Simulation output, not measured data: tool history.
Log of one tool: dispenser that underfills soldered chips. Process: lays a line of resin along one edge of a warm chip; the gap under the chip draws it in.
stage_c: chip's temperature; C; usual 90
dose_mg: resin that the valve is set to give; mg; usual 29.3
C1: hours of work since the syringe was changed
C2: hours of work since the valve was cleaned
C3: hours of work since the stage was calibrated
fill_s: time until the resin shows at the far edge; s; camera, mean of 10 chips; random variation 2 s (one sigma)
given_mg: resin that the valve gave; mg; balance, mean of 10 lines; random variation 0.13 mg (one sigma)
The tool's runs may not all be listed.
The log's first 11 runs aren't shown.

At day 3.946: new syringe of resin.
At day 4.108: dispensing valve cleaned and set on the balance.
Run 12, day 4.204: usual settings but dose_mg 25.9 mg; C1 4; C2 2; C3 320. Result: fill_s 220.8 s, given_mg 25.72 mg.
At day 4.462: new syringe of resin.
Run 13, day 4.592: usual settings but dose_mg 25.9 mg; C1 2; C2 9; C3 327. Result: fill_s 209 s, given_mg 25.78 mg.
At day 4.917: new syringe of resin.
Run 14, day 5.004: usual settings but dose_mg 25.9 mg; C1 2; C2 16; C3 334. Result: fill_s 201.6 s, given_mg 25.66 mg.
Run 15, day 5.346: usual settings but dose_mg 37.4 mg; C1 8; C2 23; C3 341. Result: fill_s 241 s, given_mg 37 mg.
At day 5.388: new syringe of resin.
Run 16, day 5.712: usual settings but dose_mg 37.4 mg; C1 6; C2 29; C3 347. Result: fill_s 217.7 s, given_mg 36.88 mg.
At day 5.858: new syringe of resin.
Run 17, day 6.167: usual settings but dose_mg 37.4 mg; C1 6; C2 38; C3 356. Result: fill_s 222.8 s, given_mg 36.79 mg.
At day 6.333: new syringe of resin.
Run 18, day 6.512: usual settings but stage_c 96 C, dose_mg 30 mg; C1 3; C2 44; C3 362. Result: fill_s 160.9 s, given_mg 29.21 mg.
At day 6.825: new syringe of resin.
Run 19, day 6.846: usual settings but stage_c 104 C, dose_mg 28.1 mg; C1 0; C2 50; C3 368. Result: fill_s 106.3 s, given_mg 27.49 mg.
Run 20, day 7.058: usual settings but stage_c 104 C, dose_mg 28.1 mg; C1 4; C2 54; C3 372. Result: fill_s 124.3 s, given_mg 27.35 mg.
At day 7.283: new syringe of resin.
Run 21, day 7.517: usual settings but stage_c 85 C, dose_mg 34.7 mg; C1 4; C2 62; C3 380. Result: fill_s 266.2 s, given_mg 33.58 mg.
At day 7.738: new syringe of resin.
Run 22, day 7.75: usual settings but stage_c 99 C, dose_mg 34.2 mg; C1 0; C2 67; C3 385. Result: fill_s 125.9 s, given_mg 33.15 mg.
Run 23, day 8.175: usual settings but stage_c 99 C, dose_mg 34.2 mg; C1 8; C2 75; C3 393. Result: fill_s 168.4 s, given_mg 33.15 mg.
At day 8.225: new syringe of resin.
Run 24, day 8.5: usual settings but stage_c 99 C, dose_mg 34.2 mg; C1 5; C2 80; C3 398. Result: fill_s 151.3 s, given_mg 32.71 mg.
At day 8.683: new syringe of resin.
At day 8.796: dispensing valve cleaned and set on the balance.
Run 25, day 8.938: usual settings but stage_c 76 C, dose_mg 34.9 mg; C1 4; C2 3; C3 406. Result: fill_s 367.4 s, given_mg 35.02 mg.
At day 9.175: new syringe of resin.
Run 26, day 9.183: usual settings but dose_mg 35.9 mg; C1 0; C2 7; C3 410. Result: fill_s 176.7 s, given_mg 35.54 mg.
Run 27, day 9.529: usual settings but dose_mg 35.9 mg; C1 7; C2 14; C3 417. Result: fill_s 223.5 s, given_mg 35.48 mg.
At day 9.667: new syringe of resin.
Run 28, day 9.875: usual settings but stage_c 102 C, dose_mg 34.6 mg; C1 4; C2 20; C3 423. Result: fill_s 126.5 s, given_mg 33.92 mg.
At day 10.133: new syringe of resin.
Run 29, day 10.133: usual settings but dose_mg 38.1 mg; C1 0; C2 24; C3 427. Result: fill_s 178.7 s, given_mg 37.76 mg.
Run 30, day 10.504: usual settings but stage_c 100 C, dose_mg 29.9 mg; C1 7; C2 31; C3 434. Result: fill_s 157.8 s, given_mg 29.25 mg.
At day 10.612: new syringe of resin.
Run 31, day 10.842: usual settings but stage_c 84 C, dose_mg 36.6 mg; C1 4; C2 38; C3 441. Result: fill_s 265.4 s, given_mg 36.07 mg.
At day 11.088: new syringe of resin.
Run 32, day 11.271: usual settings but stage_c 84 C, dose_mg 36.6 mg; C1 3; C2 45; C3 448. Result: fill_s 263.2 s, given_mg 35.58 mg.
At day 11.542: new syringe of resin.
Run 33, day 11.688: usual settings but stage_c 91 C, dose_mg 28 mg; C1 3; C2 53; C3 456. Result: fill_s 199 s, given_mg 27.1 mg.
At day 12: new syringe of resin.
Run 34, day 12.033: usual settings but stage_c 81 C, dose_mg 26.1 mg; C1 1; C2 59; C3 462. Result: fill_s 277 s, given_mg 25.27 mg.

Forecast each of these 5 alternatives for the next run:
Run A, day 12.433: usual settings but stage_c 85 C, dose_mg 26.1 mg; C1 8; C2 67; C3 470. Result: fill_s ?, given_mg ?.
Run B, day 12.433: usual settings but stage_c 103 C, dose_mg 31.4 mg; C1 8; C2 67; C3 470. Result: fill_s ?, given_mg ?.
Run C, day 12.433: usual settings but stage_c 85 C, dose_mg 37.3 mg; C1 8; C2 67; C3 470. Result: fill_s ?, given_mg ?.
Run D, day 12.433: usual settings but stage_c 94 C, dose_mg 37.1 mg; C1 8; C2 67; C3 470. Result: fill_s ?, given_mg ?.
Run E, day 12.433: usual settings but stage_c 91 C, dose_mg 30.6 mg; C1 8; C2 67; C3 470. Result: fill_s ?, given_mg ?.

run  fill_s  given_mg
  A   300.8     25.32
  B   143.5     30.56
  C   287.3     36.15
  D   197.8     35.93
  E   229.1     29.45
Without the tool's hidden state the same runs would have given:
run  fill_s  given_mg
  A   251.4     26.22
  B   119.3     31.65
  C     242     37.42
  D   165.7     37.19
  E   191.8     30.49
